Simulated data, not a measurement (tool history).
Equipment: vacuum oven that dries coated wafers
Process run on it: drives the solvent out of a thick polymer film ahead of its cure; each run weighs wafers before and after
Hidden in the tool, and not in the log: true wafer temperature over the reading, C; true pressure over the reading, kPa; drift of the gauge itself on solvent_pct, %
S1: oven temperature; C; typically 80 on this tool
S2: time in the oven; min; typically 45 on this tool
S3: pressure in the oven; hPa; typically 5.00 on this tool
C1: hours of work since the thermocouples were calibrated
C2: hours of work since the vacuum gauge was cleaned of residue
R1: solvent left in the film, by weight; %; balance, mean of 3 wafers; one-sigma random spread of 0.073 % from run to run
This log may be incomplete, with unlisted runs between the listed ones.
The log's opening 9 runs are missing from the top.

run     day  S1  S2     S3    C1    C2     R1
 10  23.525  80  45  11.40   410  1638   5.62
 11  27.229  80  45  11.40   462  1690   5.45
 12  29.729  80  45  11.40   498  1725   5.40
     30.096  -- vacuum gauge cleaned of residue and calibrated
 13  32.233  80  45  11.40   532    30   5.35
 14  34.696  80  45  11.40   567    65   5.41
 15  37.696  80  37  11.40   609   107   6.55
 16  40.442  80  45   5.00   648   146   5.10
     41.775  -- vacuum gauge cleaned of residue and calibrated, once more
 17  44.475  80  45   5.00   704    38   4.92
 18  47.796  82  46   5.97   751    85   4.01
 19  49.683  94  45  18.08   778   112   1.36
 20  51.971  94  45  18.08   811   144   1.20
 21  55.662  72  32   2.60   863   196  10.15
 22  57.904  72  32   2.60   894   228  10.26
 23  61.617  72  32   2.60   947   281  10.14
 24  63.354  90  39   5.00   971   305   2.20
 25  65.733  80  45   6.51  1005   339   4.79
 26  67.758  80  45   6.51  1034   367   4.70
     68.817  -- oven's thermocouples calibrated
 27  70.288  74  42   5.80    21   402   8.10
 28  72.767  74  58   3.89    56   437   5.81
 29  76.796  80  58  10.18   113   494   3.66
 30  79.150  80  46   4.10   146   527   4.84
 31  83.067  80  46   6.05   201   583   4.87
 32  86.250  80  46   6.05   247   628   4.82
 33  88.054  93  46   3.58   272   653   1.14
 34  91.112  93  46   3.58   315   697   1.09

Branching from run 34: 5 alternative next runs. What would each branch give?
  A  93.121  80  45  5.13  344  725   ?
  B  93.121  81  71  2.76  344  725   ?
  C  93.121  80  53  5.37  344  725   ?
  D  93.121  66  39  7.69  344  725   ?
  E  93.121  83  45  5.00  344  725   ?

run     R1
  A   4.83
  B   1.94
  C   3.92
  D  11.67
  E   3.89
Stripped of hidden state, with their random variation kept, the same runs would have yielded:
run     R1
  A   5.32
  B   2.26
  C   4.38
  D  12.13
  E   4.35
